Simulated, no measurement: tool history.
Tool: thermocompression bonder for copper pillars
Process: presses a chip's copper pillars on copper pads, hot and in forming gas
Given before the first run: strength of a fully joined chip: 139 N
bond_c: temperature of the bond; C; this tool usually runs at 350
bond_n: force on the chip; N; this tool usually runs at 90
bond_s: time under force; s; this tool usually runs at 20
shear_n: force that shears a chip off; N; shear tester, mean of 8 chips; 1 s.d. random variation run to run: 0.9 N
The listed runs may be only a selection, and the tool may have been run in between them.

Run 1, hour 0: usual settings. Result: shear_n 83.7 N.
Run 2, hour 21.4: usual settings but bond_c 325 C. Result: shear_n 69.7 N.
Run 3, hour 40.2: usual settings but bond_s 10 s. Result: shear_n 65.9 N.
At hour 53.7: forming gas filter changed.
Run 4, hour 60.7: usual settings but bond_n 57 N, bond_s 10 s. Result: shear_n 53.2 N.
Run 5, hour 80.7: usual settings. Result: shear_n 86.4 N.
Run 6, hour 100.3: usual settings but bond_c 326 C, bond_n 73 N, bond_s 13 s. Result: shear_n 55.4 N.
At hour 104.3: heater calibrated with a thermocouple chip.
Run 7, hour 125.5: usual settings but bond_c 362 C, bond_n 73 N, bond_s 49 s. Result: shear_n 105.7 N.
Run 8, hour 149.4: usual settings but bond_c 362 C, bond_n 78 N, bond_s 22 s. Result: shear_n 90 N.
At hour 165.3: heater calibrated with a thermocouple chip, once more.
Run 9, hour 168.6: usual settings but bond_c 357 C, bond_n 76 N, bond_s 22 s. Result: shear_n 78.2 N.
Run 10, hour 193.4: usual settings but bond_c 377 C, bond_n 64 N, bond_s 47 s. Result: shear_n 101.7 N.

Forecast each of these 5 alternatives for the next run:
Run A, hour 206.3: usual settings but bond_c 377 C, bond_n 64 N, bond_s 15 s. Result: shear_n ?.
Run B, hour 206.3: usual settings but bond_c 321 C, bond_s 11 s. Result: shear_n ?.
Run C, hour 206.3: usual settings but bond_c 320 C, bond_n 64 N, bond_s 47 s. Result: shear_n ?.
Run D, hour 206.3: usual settings but bond_c 349 C, bond_n 93 N, bond_s 55 s. Result: shear_n ?.
Run E, hour 206.3: usual settings but bond_n 91 N, bond_s 21 s. Result: shear_n ?.

run  shear_n
  A     74.1
  B     50.9
  C     71.3
  D    104.3
  E     80.6
Without the tool's hidden state the same runs would have given:
run  shear_n
  A     77.1
  B     53.2
  C     74.4
  D    107.8
  E     83.8

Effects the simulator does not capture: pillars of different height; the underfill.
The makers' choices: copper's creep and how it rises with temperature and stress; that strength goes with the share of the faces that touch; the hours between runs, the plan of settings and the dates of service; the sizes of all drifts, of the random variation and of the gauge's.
